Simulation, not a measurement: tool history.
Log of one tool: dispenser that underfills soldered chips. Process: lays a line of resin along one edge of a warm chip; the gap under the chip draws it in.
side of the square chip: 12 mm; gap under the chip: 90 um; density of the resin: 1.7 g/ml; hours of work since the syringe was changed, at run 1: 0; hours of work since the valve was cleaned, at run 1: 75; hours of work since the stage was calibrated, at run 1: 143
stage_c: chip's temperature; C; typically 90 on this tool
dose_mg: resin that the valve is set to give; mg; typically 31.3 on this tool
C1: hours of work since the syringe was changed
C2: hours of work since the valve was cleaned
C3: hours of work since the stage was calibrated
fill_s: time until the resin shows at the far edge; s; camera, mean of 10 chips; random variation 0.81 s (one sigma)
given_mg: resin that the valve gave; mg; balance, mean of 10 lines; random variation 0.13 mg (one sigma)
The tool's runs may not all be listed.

Run 1, hour 0: usual settings; C1 0; C2 75; C3 143. Result: fill_s 72.8 s, given_mg 29.37 mg.
Run 2, hour 16.2: usual settings; C1 10; C2 86; C3 153. Result: fill_s 101.2 s, given_mg 28.98 mg.
At hour 18.1: new syringe of resin.
At hour 28.8: dispensing valve cleaned and set on the balance.
Run 3, hour 29.4: usual settings; C1 7; C2 0; C3 161. Result: fill_s 89.5 s, given_mg 31.22 mg.
At hour 36.2: new syringe of resin.
Run 4, hour 37.2: usual settings; C1 1; C2 5; C3 166. Result: fill_s 72.8 s, given_mg 31.13 mg.
Run 5, hour 48.9: usual settings; C1 8; C2 13; C3 173. Result: fill_s 95.4 s, given_mg 31.19 mg.
At hour 53.3: new syringe of resin.
Run 6, hour 62.1: usual settings; C1 6; C2 21; C3 181. Result: fill_s 87.8 s, given_mg 31.07 mg.
At hour 70.9: new syringe of resin.
Run 7, hour 76.9: usual settings but dose_mg 38.5 mg; C1 4; C2 30; C3 191. Result: fill_s 80 s, given_mg 37.76 mg.
Run 8, hour 87.2: usual settings but dose_mg 31 mg; C1 10; C2 37; C3 197. Result: fill_s 102.7 s, given_mg 30.19 mg.
At hour 89: new syringe of resin.
Run 9, hour 101.1: usual settings; C1 8; C2 46; C3 206. Result: fill_s 94.8 s, given_mg 30.14 mg.
At hour 106.5: new syringe of resin.
Run 10, hour 116.4: usual settings; C1 6; C2 55; C3 216. Result: fill_s 90.5 s, given_mg 29.89 mg.
At hour 123.6: new syringe of resin.
Run 11, hour 129.1: usual settings; C1 4; C2 63; C3 224. Result: fill_s 80.2 s, given_mg 29.74 mg.
At hour 140.7: new syringe of resin.
Run 12, hour 144.7: usual settings but stage_c 77 C, dose_mg 29.8 mg; C1 3; C2 73; C3 234. Result: fill_s 141.2 s, given_mg 28.36 mg.
Run 13, hour 155.8: usual settings but stage_c 100 C, dose_mg 39.7 mg; C1 10; C2 80; C3 241. Result: fill_s 63.7 s, given_mg 37.13 mg.
At hour 158.3: new syringe of resin.
Run 14, hour 167.8: usual settings but stage_c 100 C, dose_mg 39.7 mg; C1 6; C2 88; C3 248. Result: fill_s 58 s, given_mg 36.81 mg.
At hour 175.5: new syringe of resin.
At hour 176.5: dispensing valve cleaned and set on the balance.
Run 15, hour 184.8: usual settings but stage_c 91 C, dose_mg 32.2 mg; C1 5; C2 5; C3 258. Result: fill_s 77.5 s, given_mg 32.03 mg.
At hour 193.3: new syringe of resin.
Run 16, hour 198.7: usual settings but stage_c 97 C, dose_mg 30.3 mg; C1 3; C2 14; C3 267. Result: fill_s 59.6 s, given_mg 30.21 mg.
Run 17, hour 209.2: usual settings but stage_c 78 C, dose_mg 34 mg; C1 10; C2 21; C3 274. Result: fill_s 158.8 s, given_mg 33.54 mg.
At hour 210.8: new syringe of resin.
Run 18, hour 219.7: usual settings but stage_c 85 C, dose_mg 27 mg; C1 6; C2 27; C3 281. Result: fill_s 108.8 s, given_mg 26.55 mg.
At hour 228.4: new syringe of resin.
Run 19, hour 234: usual settings but stage_c 85 C, dose_mg 27 mg; C1 4; C2 36; C3 290. Result: fill_s 102.8 s, given_mg 26.31 mg.

Run by run, hidden condition taken away, random variation retained:
Hidden state present: resin's viscosity, % of fresh resin's; dose that the valve gives, % of what is set; true chip temperature over the reading, C; drift of the gauge itself on fill_s, %; drift of the gauge itself on given_mg, %.
run  fill_s  given_mg
  1    75.1     31.16
  2      75     31.03
  3    76.5     31.19
  4    73.8     31.21
  5    76.1     31.46
  6    75.8     31.54
  7      73     38.63
  8    75.6     31.05
  9      76     31.24
 10    76.9     31.22
 11    74.3     31.29
 12   135.4     30.08
 13    48.9      39.6
 14    49.8     39.51
 15    71.2     32.14
 16    56.6     30.51
 17   122.8     34.03
 18    97.6     27.07
 19    97.2        27
